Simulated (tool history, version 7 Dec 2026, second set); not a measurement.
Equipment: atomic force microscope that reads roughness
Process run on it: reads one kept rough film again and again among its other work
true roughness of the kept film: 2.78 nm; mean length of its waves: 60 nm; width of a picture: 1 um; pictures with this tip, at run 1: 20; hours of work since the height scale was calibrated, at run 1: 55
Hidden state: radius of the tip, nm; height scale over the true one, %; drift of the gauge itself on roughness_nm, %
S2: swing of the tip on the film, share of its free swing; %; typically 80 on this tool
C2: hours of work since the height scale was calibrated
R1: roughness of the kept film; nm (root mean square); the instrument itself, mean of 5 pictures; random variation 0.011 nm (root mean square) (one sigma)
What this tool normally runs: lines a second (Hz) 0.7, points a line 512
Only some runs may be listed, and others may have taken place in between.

{"run": 1, "day": 0.0, "lines a second (Hz)": 0.7, "S2": 80, "points a line": 512, "pictures with this tip": 20, "C2": 55, "R1": 2.637}
{"run": 2, "day": 0.658, "lines a second (Hz)": 1.51, "S2": 80, "points a line": 512, "pictures with this tip": 52, "C2": 65, "R1": 2.502}
{"run": 3, "day": 1.362, "lines a second (Hz)": 0.7, "S2": 80, "points a line": 512, "pictures with this tip": 85, "C2": 74, "R1": 2.568}
{"run": 4, "day": 1.996, "lines a second (Hz)": 0.7, "S2": 80, "points a line": 512, "pictures with this tip": 115, "C2": 83, "R1": 2.582}
{"run": 5, "day": 2.521, "lines a second (Hz)": 0.7, "S2": 78, "points a line": 512, "pictures with this tip": 140, "C2": 90, "R1": 2.574}
{"run": 6, "day": 3.221, "lines a second (Hz)": 0.7, "S2": 78, "points a line": 512, "pictures with this tip": 173, "C2": 100, "R1": 2.547}
{"run": 7, "day": 3.783, "lines a second (Hz)": 0.7, "S2": 78, "points a line": 512, "pictures with this tip": 200, "C2": 107, "R1": 2.542}
{"run": 8, "day": 4.2, "lines a second (Hz)": 0.7, "S2": 78, "points a line": 512, "pictures with this tip": 220, "C2": 113, "R1": 2.525}
{"day": 4.954, "done": "new tip fitted"}
{"run": 9, "day": 5.017, "lines a second (Hz)": 0.7, "S2": 78, "points a line": 512, "pictures with this tip": 3, "C2": 124, "R1": 2.643}
{"run": 10, "day": 5.592, "lines a second (Hz)": 0.7, "S2": 78, "points a line": 512, "pictures with this tip": 30, "C2": 132, "R1": 2.629}
{"run": 11, "day": 6.054, "lines a second (Hz)": 0.7, "S2": 66, "points a line": 512, "pictures with this tip": 52, "C2": 138, "R1": 2.652}
{"run": 12, "day": 6.85, "lines a second (Hz)": 0.7, "S2": 80, "points a line": 952, "pictures with this tip": 90, "C2": 149, "R1": 2.602}
{"run": 13, "day": 7.504, "lines a second (Hz)": 0.7, "S2": 80, "points a line": 952, "pictures with this tip": 121, "C2": 158, "R1": 2.558}
{"run": 14, "day": 8.221, "lines a second (Hz)": 0.7, "S2": 80, "points a line": 512, "pictures with this tip": 155, "C2": 168, "R1": 2.532}
{"run": 15, "day": 8.958, "lines a second (Hz)": 0.7, "S2": 80, "points a line": 300, "pictures with this tip": 190, "C2": 178, "R1": 2.521}
{"run": 16, "day": 9.329, "lines a second (Hz)": 0.727, "S2": 80, "points a line": 512, "pictures with this tip": 208, "C2": 183, "R1": 2.507}
{"run": 17, "day": 9.75, "lines a second (Hz)": 0.727, "S2": 80, "points a line": 512, "pictures with this tip": 228, "C2": 189, "R1": 2.521}
{"day": 10.321, "done": "new tip fitted"}
{"run": 18, "day": 10.504, "lines a second (Hz)": 0.727, "S2": 80, "points a line": 512, "pictures with this tip": 9, "C2": 199, "R1": 2.638}
{"run": 19, "day": 10.946, "lines a second (Hz)": 0.727, "S2": 80, "points a line": 512, "pictures with this tip": 29, "C2": 205, "R1": 2.594}
{"run": 20, "day": 11.738, "lines a second (Hz)": 0.727, "S2": 80, "points a line": 512, "pictures with this tip": 67, "C2": 216, "R1": 2.595}
{"run": 21, "day": 12.271, "lines a second (Hz)": 0.7, "S2": 80, "points a line": 512, "pictures with this tip": 92, "C2": 223, "R1": 2.575}
{"run": 22, "day": 12.888, "lines a second (Hz)": 0.7, "S2": 80, "points a line": 512, "pictures with this tip": 122, "C2": 231, "R1": 2.556}
{"run": 23, "day": 13.508, "lines a second (Hz)": 0.7, "S2": 80, "points a line": 656, "pictures with this tip": 151, "C2": 240, "R1": 2.539}
{"run": 24, "day": 13.921, "lines a second (Hz)": 0.7, "S2": 80, "points a line": 512, "pictures with this tip": 171, "C2": 246, "R1": 2.534}
{"run": 25, "day": 14.317, "lines a second (Hz)": 0.7, "S2": 80, "points a line": 512, "pictures with this tip": 190, "C2": 251, "R1": 2.545}
{"run": 26, "day": 14.879, "lines a second (Hz)": 0.7, "S2": 80, "points a line": 512, "pictures with this tip": 216, "C2": 259, "R1": 2.502}
{"run": 27, "day": 15.475, "lines a second (Hz)": 0.7, "S2": 80, "points a line": 512, "pictures with this tip": 245, "C2": 267, "R1": 2.492}
{"day": 15.704, "done": "new tip fitted"}
{"run": 28, "day": 15.883, "lines a second (Hz)": 0.7, "S2": 71, "points a line": 512, "pictures with this tip": 8, "C2": 272, "R1": 2.655}
{"run": 29, "day": 16.358, "lines a second (Hz)": 3.863, "S2": 67, "points a line": 401, "pictures with this tip": 31, "C2": 279, "R1": 2.443}
{"run": 30, "day": 16.888, "lines a second (Hz)": 1.131, "S2": 67, "points a line": 401, "pictures with this tip": 56, "C2": 286, "R1": 2.623}
{"run": 31, "day": 17.738, "lines a second (Hz)": 0.553, "S2": 87, "points a line": 401, "pictures with this tip": 96, "C2": 298, "R1": 2.548}
{"run": 32, "day": 18.133, "lines a second (Hz)": 0.553, "S2": 60, "points a line": 401, "pictures with this tip": 115, "C2": 303, "R1": 2.636}
{"run": 33, "day": 18.558, "lines a second (Hz)": 0.553, "S2": 60, "points a line": 401, "pictures with this tip": 135, "C2": 309, "R1": 2.611}
{"run": 34, "day": 19.183, "lines a second (Hz)": 2.158, "S2": 72, "points a line": 682, "pictures with this tip": 165, "C2": 317, "R1": 2.466}
{"run": 35, "day": 19.929, "lines a second (Hz)": 0.751, "S2": 62, "points a line": 512, "pictures with this tip": 201, "C2": 328, "R1": 2.567}
{"run": 36, "day": 20.667, "lines a second (Hz)": 0.711, "S2": 80, "points a line": 512, "pictures with this tip": 235, "C2": 338, "R1": 2.503}
{"day": 21.079, "done": "new tip fitted"}
{"run": 37, "day": 21.458, "lines a second (Hz)": 0.7, "S2": 84, "points a line": 534, "pictures with this tip": 18, "C2": 348, "R1": 2.59}
{"run": 38, "day": 22.1, "lines a second (Hz)": 1.756, "S2": 88, "points a line": 899, "pictures with this tip": 49, "C2": 357, "R1": 2.354}
{"run": 39, "day": 22.833, "lines a second (Hz)": 0.7, "S2": 86, "points a line": 512, "pictures with this tip": 84, "C2": 367, "R1": 2.542}
{"run": 40, "day": 23.454, "lines a second (Hz)": 1.134, "S2": 83, "points a line": 830, "pictures with this tip": 113, "C2": 376, "R1": 2.491}
{"run": 41, "day": 24.283, "lines a second (Hz)": 0.902, "S2": 81, "points a line": 999, "pictures with this tip": 152, "C2": 387, "R1": 2.51}
{"run": 42, "day": 24.729, "lines a second (Hz)": 0.902, "S2": 81, "points a line": 999, "pictures with this tip": 174, "C2": 393, "R1": 2.508}
{"run": 43, "day": 25.454, "lines a second (Hz)": 2.485, "S2": 80, "points a line": 512, "pictures with this tip": 208, "C2": 403, "R1": 2.301}
{"run": 44, "day": 26.146, "lines a second (Hz)": 2.485, "S2": 80, "points a line": 512, "pictures with this tip": 241, "C2": 412, "R1": 2.293}
{"day": 26.45, "done": "new tip fitted"}
{"run": 45, "day": 26.612, "lines a second (Hz)": 2.488, "S2": 80, "points a line": 288, "pictures with this tip": 8, "C2": 419, "R1": 2.388}
{"run": 46, "day": 27.175, "lines a second (Hz)": 2.488, "S2": 80, "points a line": 288, "pictures with this tip": 35, "C2": 426, "R1": 2.378}
{"run": 47, "day": 27.625, "lines a second (Hz)": 2.488, "S2": 80, "points a line": 288, "pictures with this tip": 56, "C2": 432, "R1": 2.386}
{"run": 48, "day": 28.454, "lines a second (Hz)": 2.488, "S2": 80, "points a line": 288, "pictures with this tip": 96, "C2": 444, "R1": 2.348}
{"run": 49, "day": 29.196, "lines a second (Hz)": 2.488, "S2": 80, "points a line": 288, "pictures with this tip": 131, "C2": 454, "R1": 2.326}
{"run": 50, "day": 30.017, "lines a second (Hz)": 1.706, "S2": 80, "points a line": 288, "pictures with this tip": 170, "C2": 465, "R1": 2.393}
{"run": 51, "day": 30.85, "lines a second (Hz)": 1.706, "S2": 80, "points a line": 282, "pictures with this tip": 210, "C2": 477, "R1": 2.366}
{"run": 52, "day": 31.708, "lines a second (Hz)": 1.706, "S2": 80, "points a line": 282, "pictures with this tip": 250, "C2": 488, "R1": 2.376}
{"day": 31.8, "done": "new tip fitted"}
{"run": 53, "day": 32.525, "lines a second (Hz)": 3.996, "S2": 63, "points a line": 860, "pictures with this tip": 34, "C2": 499, "R1": 2.523}
{"run": 54, "day": 32.983, "lines a second (Hz)": 0.7, "S2": 59, "points a line": 387, "pictures with this tip": 56, "C2": 505, "R1": 2.662}

Some steps in R1, run to run, broken into two amounts with sign: the step expected even without the hidden condition (settings, incoming material, random variation), and the rest, left for the hidden condition together with whatever gauge scatter is not in both the measured and the hidden-condition-free result:
Run 8 -> 9: new tip fitted. R1 +0.118 nm (root mean square): hidden state +0.12, all else -0.002.
Run 27 -> 28: S2 80 -> 71, new tip fitted. R1 +0.163 nm (root mean square): hidden state +0.135, all else +0.028.
Run 28 -> 29: lines a second (Hz) 0.7 -> 3.863, S2 71 -> 67, points a line 512 -> 401. R1 -0.212 nm (root mean square): hidden state -0.011, all else -0.201.
Run 36 -> 37: lines a second (Hz) 0.711 -> 0.7, S2 80 -> 84, points a line 512 -> 534, new tip fitted. R1 +0.087 nm (root mean square): hidden state +0.119, all else -0.032.
Run 37 -> 38: lines a second (Hz) 0.7 -> 1.756, S2 84 -> 88, points a line 534 -> 899. R1 -0.236 nm (root mean square): hidden state -0.014, all else -0.222.
Run 42 -> 43: lines a second (Hz) 0.902 -> 2.485, S2 81 -> 80, points a line 999 -> 512. R1 -0.207 nm (root mean square): hidden state -0.009, all else -0.198.
